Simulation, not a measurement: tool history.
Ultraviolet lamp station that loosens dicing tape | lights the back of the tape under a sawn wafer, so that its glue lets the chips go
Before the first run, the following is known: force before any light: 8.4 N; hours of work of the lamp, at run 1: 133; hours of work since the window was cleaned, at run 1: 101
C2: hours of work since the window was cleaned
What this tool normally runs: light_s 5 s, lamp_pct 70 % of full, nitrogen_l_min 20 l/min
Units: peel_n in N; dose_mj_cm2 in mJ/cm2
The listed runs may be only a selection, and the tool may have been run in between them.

Run 1, hour 0: usual settings; hours of work of the lamp 133; C2 101. Result: peel_n 0.405 N, dose_mj_cm2 230 mJ/cm2.
Run 2, hour 16.3: usual settings but light_s 2 s; hours of work of the lamp 140; C2 108. Result: peel_n 1.97 N, dose_mj_cm2 92 mJ/cm2.
Run 3, hour 29.6: usual settings but light_s 2 s; hours of work of the lamp 146; C2 114. Result: peel_n 1.983 N, dose_mj_cm2 93 mJ/cm2.
Run 4, hour 47.7: usual settings; hours of work of the lamp 154; C2 122. Result: peel_n 0.391 N, dose_mj_cm2 235 mJ/cm2.
Run 5, hour 56.2: usual settings; hours of work of the lamp 158; C2 125. Result: peel_n 0.386 N, dose_mj_cm2 229 mJ/cm2.
Run 6, hour 70.2: usual settings; hours of work of the lamp 164; C2 131. Result: peel_n 0.399 N, dose_mj_cm2 230 mJ/cm2.
Run 7, hour 85.6: usual settings; hours of work of the lamp 170; C2 138. Result: peel_n 0.4 N, dose_mj_cm2 232 mJ/cm2.
Run 8, hour 97.1: usual settings; hours of work of the lamp 175; C2 143. Result: peel_n 0.414 N, dose_mj_cm2 229 mJ/cm2.
Run 9, hour 110.5: usual settings but lamp_pct 72 % of full; hours of work of the lamp 181; C2 149. Result: peel_n 0.389 N, dose_mj_cm2 234 mJ/cm2.
Run 10, hour 125: usual settings but nitrogen_l_min 8 l/min; hours of work of the lamp 187; C2 155. Result: peel_n 0.765 N, dose_mj_cm2 229 mJ/cm2.
Run 11, hour 141.6: usual settings; hours of work of the lamp 195; C2 162. Result: peel_n 0.39 N, dose_mj_cm2 226 mJ/cm2.
Run 12, hour 157.2: usual settings; hours of work of the lamp 201; C2 169. Result: peel_n 0.399 N, dose_mj_cm2 228 mJ/cm2.
Run 13, hour 171.6: usual settings; hours of work of the lamp 208; C2 175. Result: peel_n 0.399 N, dose_mj_cm2 228 mJ/cm2.
Run 14, hour 183.3: usual settings; hours of work of the lamp 213; C2 180. Result: peel_n 0.394 N, dose_mj_cm2 229 mJ/cm2.
Run 15, hour 198.6: usual settings; hours of work of the lamp 219; C2 187. Result: peel_n 0.419 N, dose_mj_cm2 224 mJ/cm2.
Run 16, hour 207.5: usual settings but nitrogen_l_min 24 l/min; hours of work of the lamp 223; C2 191. Result: peel_n 0.385 N, dose_mj_cm2 224 mJ/cm2.
Run 17, hour 224.7: usual settings but nitrogen_l_min 24 l/min; hours of work of the lamp 231; C2 198. Result: peel_n 0.369 N, dose_mj_cm2 225 mJ/cm2.
Run 18, hour 240.5: usual settings but nitrogen_l_min 24 l/min; hours of work of the lamp 237; C2 205. Result: peel_n 0.362 N, dose_mj_cm2 225 mJ/cm2.
Run 19, hour 259.1: usual settings but nitrogen_l_min 24 l/min; hours of work of the lamp 245; C2 213. Result: peel_n 0.376 N, dose_mj_cm2 221 mJ/cm2.
Run 20, hour 270.9: usual settings but nitrogen_l_min 24 l/min; hours of work of the lamp 251; C2 218. Result: peel_n 0.386 N, dose_mj_cm2 224 mJ/cm2.
Run 21, hour 280.1: usual settings but nitrogen_l_min 24 l/min; hours of work of the lamp 255; C2 222. Result: peel_n 0.374 N, dose_mj_cm2 225 mJ/cm2.
Run 22, hour 299.2: usual settings but light_s 6 s, lamp_pct 74 % of full, nitrogen_l_min 31 l/min; hours of work of the lamp 263; C2 231. Result: peel_n 0.263 N, dose_mj_cm2 282 mJ/cm2.
Run 23, hour 318.8: usual settings but light_s 7 s, lamp_pct 95 % of full, nitrogen_l_min 22 l/min; hours of work of the lamp 271; C2 239. Result: peel_n 0.24 N, dose_mj_cm2 421 mJ/cm2.
Run 24, hour 336.5: usual settings but light_s 9 s, nitrogen_l_min 16 l/min; hours of work of the lamp 279; C2 247. Result: peel_n 0.238 N, dose_mj_cm2 400 mJ/cm2.
Run 25, hour 352.2: usual settings but lamp_pct 68 % of full; hours of work of the lamp 286; C2 254. Result: peel_n 0.443 N, dose_mj_cm2 215 mJ/cm2.
Run 26, hour 368.4: usual settings but light_s 2 s, lamp_pct 78 % of full, nitrogen_l_min 28 l/min; hours of work of the lamp 293; C2 261. Result: peel_n 1.506 N, dose_mj_cm2 93 mJ/cm2.
Run 27, hour 387.2: usual settings but light_s 2 s, lamp_pct 63 % of full, nitrogen_l_min 8 l/min; hours of work of the lamp 301; C2 269. Result: peel_n 3.49 N, dose_mj_cm2 80 mJ/cm2.
Run 28, hour 401.4: usual settings but nitrogen_l_min 19 l/min; hours of work of the lamp 307; C2 275. Result: peel_n 0.438 N, dose_mj_cm2 220 mJ/cm2.
Run 29, hour 410: usual settings but light_s 4 s, nitrogen_l_min 10 l/min; hours of work of the lamp 311; C2 279. Result: peel_n 1.034 N, dose_mj_cm2 176 mJ/cm2.
Run 30, hour 429.3: usual settings but light_s 7 s, lamp_pct 97 % of full, nitrogen_l_min 7 l/min; hours of work of the lamp 319; C2 287. Result: peel_n 0.293 N, dose_mj_cm2 416 mJ/cm2.
Run 31, hour 447.6: usual settings but light_s 7 s, lamp_pct 97 % of full, nitrogen_l_min 7 l/min; hours of work of the lamp 327; C2 295. Result: peel_n 0.295 N, dose_mj_cm2 423 mJ/cm2.
Run 32, hour 455.9: usual settings but light_s 4 s, nitrogen_l_min 6 l/min; hours of work of the lamp 331; C2 298. Result: peel_n 1.444 N, dose_mj_cm2 175 mJ/cm2.
Run 33, hour 470.1: usual settings but light_s 4 s, nitrogen_l_min 6 l/min; hours of work of the lamp 337; C2 305. Result: peel_n 1.468 N, dose_mj_cm2 173 mJ/cm2.
Run 34, hour 488: usual settings but light_s 3 s; hours of work of the lamp 345; C2 312. Result: peel_n 1.126 N, dose_mj_cm2 128 mJ/cm2.
Run 35, hour 502.3: usual settings but light_s 7 s, lamp_pct 78 % of full; hours of work of the lamp 351; C2 319. Result: peel_n 0.249 N, dose_mj_cm2 332 mJ/cm2.
Run 36, hour 517.6: usual settings but light_s 7 s, lamp_pct 78 % of full; hours of work of the lamp 357; C2 325. Result: peel_n 0.254 N, dose_mj_cm2 336 mJ/cm2.
Run 37, hour 531.1: usual settings but light_s 10 s, lamp_pct 78 % of full, nitrogen_l_min 7 l/min; hours of work of the lamp 363; C2 331. Result: peel_n 0.271 N, dose_mj_cm2 485 mJ/cm2.
Run 38, hour 542.8: usual settings but light_s 2 s, lamp_pct 98 % of full, nitrogen_l_min 10 l/min; hours of work of the lamp 368; C2 336. Result: peel_n 1.92 N, dose_mj_cm2 120 mJ/cm2.
Run 39, hour 558: usual settings but light_s 4 s, lamp_pct 84 % of full, nitrogen_l_min 37 l/min; hours of work of the lamp 375; C2 343. Result: peel_n 0.356 N, dose_mj_cm2 205 mJ/cm2.
Run 40, hour 568.2: usual settings but nitrogen_l_min 30 l/min; hours of work of the lamp 379; C2 347. Result: peel_n 0.361 N, dose_mj_cm2 210 mJ/cm2.
Run 41, hour 581.7: usual settings but light_s 7 s, lamp_pct 97 % of full, nitrogen_l_min 18 l/min; hours of work of the lamp 385; C2 353. Result: peel_n 0.234 N, dose_mj_cm2 419 mJ/cm2.
Run 42, hour 594.6: usual settings but light_s 2 s, lamp_pct 86 % of full, nitrogen_l_min 10 l/min; hours of work of the lamp 391; C2 359. Result: peel_n 2.301 N, dose_mj_cm2 101 mJ/cm2.

Here are 5 independent what-if runs from the current tool condition. What would each one return?
Run A, hour 613.1: usual settings but light_s 8 s, lamp_pct 94 % of full; hours of work of the lamp 399; C2 367. Result: peel_n ?, dose_mj_cm2 ?.
Run B, hour 613.1: usual settings but light_s 4 s, lamp_pct 92 % of full, nitrogen_l_min 18 l/min; hours of work of the lamp 399; C2 367. Result: peel_n ?, dose_mj_cm2 ?.
Run C, hour 613.1: usual settings but light_s 3 s, lamp_pct 86 % of full, nitrogen_l_min 7 l/min; hours of work of the lamp 399; C2 367. Result: peel_n ?, dose_mj_cm2 ?.
Run D, hour 613.1: usual settings but light_s 3 s, lamp_pct 83 % of full, nitrogen_l_min 12 l/min; hours of work of the lamp 399; C2 367. Result: peel_n ?, dose_mj_cm2 ?.
Run E, hour 613.1: usual settings but light_s 9 s; hours of work of the lamp 399; C2 367. Result: peel_n ?, dose_mj_cm2 ?.

run  peel_n  dose_mj_cm2
  A   0.237          461
  B    0.42          223
  C   1.603          157
  D   1.237          153
  E   0.243          386
Had the tool no hidden state, the same runs would have come out as:
run  peel_n  dose_mj_cm2
  A   0.235          526
  B   0.338          255
  C   1.297          179
  D   0.981          174
  E   0.235          439

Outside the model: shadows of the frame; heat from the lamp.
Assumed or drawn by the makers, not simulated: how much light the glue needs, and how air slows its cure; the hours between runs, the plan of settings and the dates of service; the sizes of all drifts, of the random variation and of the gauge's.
